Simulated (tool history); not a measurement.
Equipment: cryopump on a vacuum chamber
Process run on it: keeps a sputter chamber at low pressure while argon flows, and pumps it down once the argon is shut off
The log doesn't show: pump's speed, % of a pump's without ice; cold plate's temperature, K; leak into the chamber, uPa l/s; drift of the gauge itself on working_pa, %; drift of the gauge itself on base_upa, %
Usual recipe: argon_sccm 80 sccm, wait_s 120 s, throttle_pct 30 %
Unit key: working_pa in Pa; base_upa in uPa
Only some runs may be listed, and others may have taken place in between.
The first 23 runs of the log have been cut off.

run,day,argon_sccm,wait_s,throttle_pct,hours of work since the pump was warmed up and emptied,hours of work since the cold head was overhauled,hours of work since the chamber's fittings were tightened,working_pa,base_upa
24,32.708,102,149,30,218,1087,451,0.5493,1.20
25,34.392,80,25,17,249,1119,483,0.7516,3.84
26,35.633,64,160,16,273,1142,506,0.6424,1.24
27,37.467,60,189,21,307,1176,541,0.4630,1.23
28,39.058,60,189,21,337,1206,570,0.4621,1.24
29,40.625,115,131,30,366,1236,600,0.6225,1.43
30,41.546,80,151,15,383,1253,617,0.8551,1.36
31,42.412,80,143,17,400,1269,633,0.7616,1.38
32,44.229,80,229,30,434,1303,667,0.4376,1.27
33,45.367,80,127,30,455,1324,689,0.4403,1.54
34,46.967,80,127,30,485,1354,719,0.4413,1.60
35,48.700,80,127,30,518,1387,751,0.4453,1.75

3 ways to go on from here, each from the tool as it stands after run 35. What would each give?
A,49.858,80,48,30,539,1409,773,?,?
B,49.858,96,30,30,539,1409,773,?,?
C,49.858,80,61,30,539,1409,773,?,?

run,working_pa,base_upa
A,0.4432,2.69
B,0.5311,3.58
C,0.4478,2.38
Without the tool's hidden state the same runs would have given:
run,working_pa,base_upa
A,0.4211,1.90
B,0.5047,2.80
C,0.4255,1.58

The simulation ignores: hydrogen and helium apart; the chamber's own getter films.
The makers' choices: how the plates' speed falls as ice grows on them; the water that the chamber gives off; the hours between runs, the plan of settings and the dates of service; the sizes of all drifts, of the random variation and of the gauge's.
